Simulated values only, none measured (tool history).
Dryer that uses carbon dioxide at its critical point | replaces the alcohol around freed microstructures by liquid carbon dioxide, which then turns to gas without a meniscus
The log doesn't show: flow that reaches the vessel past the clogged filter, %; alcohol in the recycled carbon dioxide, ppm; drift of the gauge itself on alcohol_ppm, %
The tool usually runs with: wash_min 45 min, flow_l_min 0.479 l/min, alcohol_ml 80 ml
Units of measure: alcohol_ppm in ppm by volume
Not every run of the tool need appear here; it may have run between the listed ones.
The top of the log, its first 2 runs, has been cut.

run	hour	wash_min	flow_l_min	alcohol_ml	hours of work since the filter was changed	hours of work since the purifier's bed was changed	alcohol_ppm
3	16.9	45	0.479	80	54	68	500
4	24	45	0.479	80	57	71	510
5	35.8	45	0.479	80	61	75	525
6	47.5	45	0.479	30	65	80	202
7	53.1	53	0.479	80	67	82	268
8	64.7	53	0.479	80	72	86	277
9	72.4	53	0.479	80	75	89	285
10	83.6	53	0.479	80	79	93	273
11	90.8	53	0.479	80	82	96	266
12	97.4	45	0.479	80	84	98	533
13	105.8	45	0.479	80	87	101	526
14	117.8	45	0.479	80	92	106	522
15	126.7	45	0.479	80	95	109	549
16	132.4	45	0.479	20	97	111	145
17	144	45	0.479	80	101	116	527
18	155.9	45	0.479	80	106	120	527
19	161.2	30	0.479	80	108	122	1794
20	171.9	30	0.479	80	112	126	1774
21	180.1	30	0.479	80	115	129	1808
22	187.5	30	0.479	80	118	132	1738
23	194.7	30	0.479	80	120	135	1821
24	204.9	56	0.479	80	124	139	242
25	212.6	45	0.573	80	127	141	266
26	219.6	45	0.573	80	130	144	279

Run 27 has not been measured yet. What should we expect?
27	229.3	45	0.479	55	133	148	?

alcohol_ppm: 397 ppm by volume
Minus the tool's unlogged condition, the same run would have read alcohol_ppm 324 ppm by volume.

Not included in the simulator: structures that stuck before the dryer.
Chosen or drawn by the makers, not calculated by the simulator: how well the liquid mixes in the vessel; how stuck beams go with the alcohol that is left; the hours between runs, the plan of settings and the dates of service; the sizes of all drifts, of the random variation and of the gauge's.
